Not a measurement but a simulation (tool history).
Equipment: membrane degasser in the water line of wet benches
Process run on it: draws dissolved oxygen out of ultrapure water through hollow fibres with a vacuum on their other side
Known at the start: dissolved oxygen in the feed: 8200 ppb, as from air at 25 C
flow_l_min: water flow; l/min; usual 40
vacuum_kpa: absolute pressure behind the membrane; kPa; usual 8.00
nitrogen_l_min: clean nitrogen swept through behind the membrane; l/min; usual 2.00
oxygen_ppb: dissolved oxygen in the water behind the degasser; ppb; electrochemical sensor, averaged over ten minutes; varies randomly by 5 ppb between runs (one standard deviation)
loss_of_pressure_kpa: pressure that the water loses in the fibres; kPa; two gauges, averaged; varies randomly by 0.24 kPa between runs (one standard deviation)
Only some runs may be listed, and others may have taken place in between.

run	hour	flow_l_min	vacuum_kpa	nitrogen_l_min	oxygen_ppb	loss_of_pressure_kpa
1	0.0	40	8.00	2.00	502.6	62.10
2	52.0	40	8.00	2.00	502.9	62.21
3	147.0	40	8.00	2.00	503.8	62.66
4	203.1	40	8.00	2.00	506.0	62.74
5	278.6	40	8.00	2.00	499.0	62.45
6	351.0	40	8.00	2.00	506.6	63.06
7	401.5	40	5.08	2.00	388.2	62.57
8	464.8	40	5.08	2.00	387.8	62.55
9	509.9	40	5.08	2.00	400.7	63.02
10	577.2	40	5.08	2.00	393.8	62.48
11	658.8	40	8.00	2.00	507.6	63.22
12	722.2	40	8.00	2.00	506.7	62.64
13	802.0	38	8.00	2.00	456.5	59.36
14	858.2	24	8.00	3.45	135.7	37.97
15	955.9	50	7.52	5.66	633.6	78.76
16	1028.5	50	7.52	5.66	641.3	79.15
17	1094.3	36	8.00	2.00	425.9	56.72
18	1145.4	36	5.83	3.86	290.5	56.96
19	1222.8	37	13.04	1.24	806.2	58.39
20	1321.6	29	19.50	2.25	573.7	45.61
21	1414.5	40	9.56	2.36	544.9	63.47
22	1480.2	40	9.56	2.36	545.5	63.06
23	1570.3	40	9.56	2.36	553.7	63.54
24	1630.2	45	6.29	1.25	653.8	71.33
25	1717.8	58	8.00	2.00	1026.8	92.43

Forecast each of these 5 alternatives for the next run:
A	1792.7	37	6.70	2.00	?	?
B	1792.7	40	10.20	2.00	?	?
C	1792.7	58	8.00	2.52	?	?
D	1792.7	43	4.86	0.90	?	?
E	1792.7	58	17.08	2.00	?	?

run	oxygen_ppb	loss_of_pressure_kpa
A	404.7	58.37
B	607.9	63.48
C	987.3	91.82
D	551.2	68.11
E	1444.0	92.35
With the hidden condition removed and each run's random variation left untouched, the same runs would have given:
run	oxygen_ppb	loss_of_pressure_kpa
A	379.2	57.08
B	580.0	62.09
C	942.1	89.80
D	512.2	66.61
E	1402.4	90.32

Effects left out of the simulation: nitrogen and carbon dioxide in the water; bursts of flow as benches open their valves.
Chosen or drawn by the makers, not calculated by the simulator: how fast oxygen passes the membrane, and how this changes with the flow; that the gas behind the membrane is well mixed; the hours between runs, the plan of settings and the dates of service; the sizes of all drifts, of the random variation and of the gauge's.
